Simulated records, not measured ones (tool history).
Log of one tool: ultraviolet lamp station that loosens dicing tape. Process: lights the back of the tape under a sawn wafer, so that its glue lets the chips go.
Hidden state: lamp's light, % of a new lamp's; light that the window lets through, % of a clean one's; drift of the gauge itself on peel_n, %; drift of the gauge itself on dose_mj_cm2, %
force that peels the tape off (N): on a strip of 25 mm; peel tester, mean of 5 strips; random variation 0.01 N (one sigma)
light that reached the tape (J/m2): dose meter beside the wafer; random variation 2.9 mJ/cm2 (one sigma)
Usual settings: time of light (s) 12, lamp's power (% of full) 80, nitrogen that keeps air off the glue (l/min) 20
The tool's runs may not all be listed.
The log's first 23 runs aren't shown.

run	hour	time of light (s)	lamp's power (% of full)	nitrogen that keeps air off the glue (l/min)	hours of work of the lamp	hours of work since the window was cleaned	force that peels the tape off (N)	light that reached the tape (J/m2)
24	1305.6	9	75	10	286	420	1.755	2290
25	1380.2	12	76	12	336	470	1.111	3020
26	1418.3	9	80	20	361	495	1.315	2330
# hour 1486.6: window cleaned of glue's vapour
27	1495.0	9	70	18	412	6	1.396	2250
28	1535.7	22	78	10	440	33	0.355	6140
29	1577.7	8	80	12	468	61	1.693	2230
30	1640.1	8	61	10	509	103	2.680	1630
31	1718.0	14	82	22	561	155	0.571	3650
32	1791.9	9	90	29	611	204	1.008	2470
33	1824.0	6	80	20	632	226	2.483	1420
34	1866.3	11	71	6	661	254	2.192	2290
35	1897.9	12	75	25	682	275	0.980	2640
36	1969.3	12	75	25	730	323	1.062	2530
# hour 2001.5: lamp changed
37	2018.4	6	64	7	11	355	3.153	1520
38	2069.1	6	64	7	45	389	3.232	1440
39	2118.1	9	88	6	78	422	1.559	2930
40	2159.1	12	88	6	105	449	1.054	3890
41	2204.5	14	88	27	136	480	0.387	4440
42	2259.7	8	83	27	173	517	1.175	2310

4 ways to go on from here, each from the tool as it stands after run 42. What would each give?
# hour 2295.1: window cleaned of glue's vapour
A	2312.0	12	94	11	207	11	?	?
# hour 2295.1: window cleaned of glue's vapour
B	2312.0	12	75	23	207	11	?	?
# hour 2295.1: window cleaned of glue's vapour
C	2312.0	6	80	14	207	11	?	?
# hour 2295.1: window cleaned of glue's vapour
D	2312.0	8	83	38	207	11	?	?

run	force that peels the tape off (N)	light that reached the tape (J/m2)
A	0.566	4530
B	0.604	3690
C	1.975	1900
D	0.825	2720
Without the tool's hidden state the same runs would have given:
run	force that peels the tape off (N)	light that reached the tape (J/m2)
A	0.475	5020
B	0.506	4080
C	1.726	2110
D	0.685	3010
